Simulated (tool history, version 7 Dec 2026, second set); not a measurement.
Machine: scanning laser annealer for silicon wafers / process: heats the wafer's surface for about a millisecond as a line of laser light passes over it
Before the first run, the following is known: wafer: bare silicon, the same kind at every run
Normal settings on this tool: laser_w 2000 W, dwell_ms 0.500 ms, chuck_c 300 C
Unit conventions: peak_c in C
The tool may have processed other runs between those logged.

run   hour  laser_w  dwell_ms  chuck_c  peak_c
  1    0.0     2000     0.500      300    1067
  2   69.0     2000     0.531      300    1089
  3  115.0     2000     0.500      300    1070
  4  177.7     2000     0.403      300     991
  5  240.6     2000     0.403      300     990
  6  318.2     2000     0.403      282     971
  7  364.5     2000     0.500      300    1067
  8  406.4     2000     0.500      300    1068
     459.5  -- window over the wafer cleaned
  9  472.6     2000     0.500      298    1068
 10  537.2     2000     0.462      262     999
 11  574.5     2000     0.394      263     943
 12  643.0     1808     0.504      316    1002
 13  722.1     1808     0.504      316    1004
 14  769.8     1745     0.504      319     977
 15  816.2     1745     0.504      319     979
 16  867.6     1745     0.427      276     881
 17  915.7     1799     0.371      262     845
 18  991.9     1866     0.366      288     894

Forecast each of these 3 alternatives for the next run:
     1067.5  -- window over the wafer cleaned
  A  1067.5     2000     0.518      300       ?
     1067.5  -- window over the wafer cleaned
  B  1067.5     1866     0.366      265       ?
     1067.5  -- window over the wafer cleaned
  C  1067.5     2000     0.500      335       ?

run  peak_c
  A    1083
  B     872
  C    1103
Take away the tool's hidden state, keep each run's random variation, and the runs would have read:
run  peak_c
  A    1083
  B     872
  C    1103

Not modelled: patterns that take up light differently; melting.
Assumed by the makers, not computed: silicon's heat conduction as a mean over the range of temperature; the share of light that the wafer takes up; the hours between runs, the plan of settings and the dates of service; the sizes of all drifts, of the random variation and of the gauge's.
